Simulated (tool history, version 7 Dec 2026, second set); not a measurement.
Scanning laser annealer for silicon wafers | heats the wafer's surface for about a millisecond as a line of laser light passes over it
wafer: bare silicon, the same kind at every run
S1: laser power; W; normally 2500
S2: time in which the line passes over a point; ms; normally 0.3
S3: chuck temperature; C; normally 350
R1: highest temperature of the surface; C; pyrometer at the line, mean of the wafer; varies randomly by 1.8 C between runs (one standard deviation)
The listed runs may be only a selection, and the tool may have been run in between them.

run     day    S1     S2   S3    R1
  1       0  2500    0.3  350  1030
  2   0.871  2500    0.3  380  1063
  3   1.721  2500    0.3  373  1052
  4   3.508  2500    0.3  373  1045
      4.775  -- optics aligned, line set to its width
      5.333  -- window over the wafer cleaned
  5   5.446  2500    0.3  350  1078
  6   6.458  2500    0.3  350  1077
  7   7.492  2500    0.3  350  1075
  8   8.462  2500    0.3  350  1074
  9    9.85  2500    0.3  350  1070
 10  11.017  2500    0.3  350  1071
 11  12.112  2500  0.325  350  1101
 12  13.475  2653  0.325  371  1172
 13  14.462  2447  0.349  339  1092
 14  15.983  2591  0.304  316  1065
 15  17.067  2496  0.237  383  1018
 16  18.629  2460  0.276  383  1053
 17  20.033  2460  0.238  362   980
 18  21.192  2621  0.317  362  1135
 19  22.954  2621  0.345  353  1156
 20  23.758  2603    0.3  321  1063
 21  25.325  2652    0.3  347  1101

What if the next run were any one of these 3? Each begins from the tool's condition after run 21:
  A  26.721  2478    0.3  350   ?
  B  26.721  2652    0.3  345   ?
  C  26.721  2410  0.272  337   ?

run    R1
  A  1045
  B  1101
  C   976
Stripped of hidden state, with their random variation kept, the same runs would have yielded:
run    R1
  A  1072
  B  1130
  C  1001
